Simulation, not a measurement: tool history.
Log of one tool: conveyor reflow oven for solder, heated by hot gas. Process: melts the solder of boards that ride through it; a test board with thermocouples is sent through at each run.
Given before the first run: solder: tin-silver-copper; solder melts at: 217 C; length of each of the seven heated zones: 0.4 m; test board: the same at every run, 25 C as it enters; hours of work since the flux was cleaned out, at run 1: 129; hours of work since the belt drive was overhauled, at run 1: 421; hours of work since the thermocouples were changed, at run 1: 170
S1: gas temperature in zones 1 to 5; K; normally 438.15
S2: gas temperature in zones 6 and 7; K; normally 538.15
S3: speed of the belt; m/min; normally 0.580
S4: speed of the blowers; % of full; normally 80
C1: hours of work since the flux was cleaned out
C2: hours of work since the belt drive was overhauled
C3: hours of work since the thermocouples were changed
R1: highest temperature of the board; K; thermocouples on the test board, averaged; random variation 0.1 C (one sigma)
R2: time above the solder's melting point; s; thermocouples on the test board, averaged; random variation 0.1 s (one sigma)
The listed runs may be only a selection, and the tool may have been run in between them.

run	hour	S1	S2	S3	S4	C1	C2	C3	R1	R2
1	0.0	438.15	538.15	0.580	80	129	421	170	524.45	59.1
2	20.8	438.15	538.15	0.479	80	138	431	179	529.55	78.2
3	33.4	438.15	538.15	0.479	80	144	436	185	529.45	78.3
4	60.2	438.15	538.15	0.479	80	156	448	197	529.45	78.3
5	82.9	438.15	538.15	0.479	80	166	459	207	529.45	78.3
6	112.3	438.15	538.15	0.479	80	179	472	220	529.35	78.1
7	131.1	438.15	530.15	0.580	80	187	480	229	517.15	52.5
8	147.5	438.15	530.15	0.580	69	195	488	236	515.15	49.9
9	171.3	438.15	530.15	0.580	69	205	498	247	515.15	49.8
# hour 177.9: flux residue cleaned out of gas plates and filters
10	195.7	438.15	538.15	0.580	80	8	507	255	522.65	57.3
11	208.6	438.15	538.15	0.580	80	14	513	261	522.95	57.2
12	229.6	438.15	538.15	0.580	80	23	522	271	522.85	57.1
13	251.2	438.15	538.15	0.580	80	33	532	280	522.75	57.0
14	269.8	438.15	538.15	0.580	80	41	540	289	522.75	56.9
15	293.9	438.15	538.15	0.580	80	52	551	300	522.55	56.8
16	306.7	438.15	538.15	0.580	80	58	557	305	522.55	56.9
17	331.4	438.15	540.15	0.580	67	69	568	316	521.85	55.6
# hour 351.0: flux residue cleaned out of gas plates and filters, once more
18	351.2	438.15	552.15	0.580	76	0	575	323	538.55	68.7
19	366.6	438.15	551.15	0.580	63	7	581	330	534.65	65.8
20	395.7	438.15	551.15	0.580	63	20	595	343	534.55	65.8
21	420.2	438.15	545.15	0.515	63	31	606	354	533.25	74.2

Run 22 comes next. What will it give?
22	441.7	446.15	538.15	0.535	56	41	615	364	?	?

Logged for run 22: R1 525.25 K, R2 67.8 s.
With the hidden condition absent and the run-to-run variation left alone, this run would have shown R1 524.05 K, R2 66.1 s.
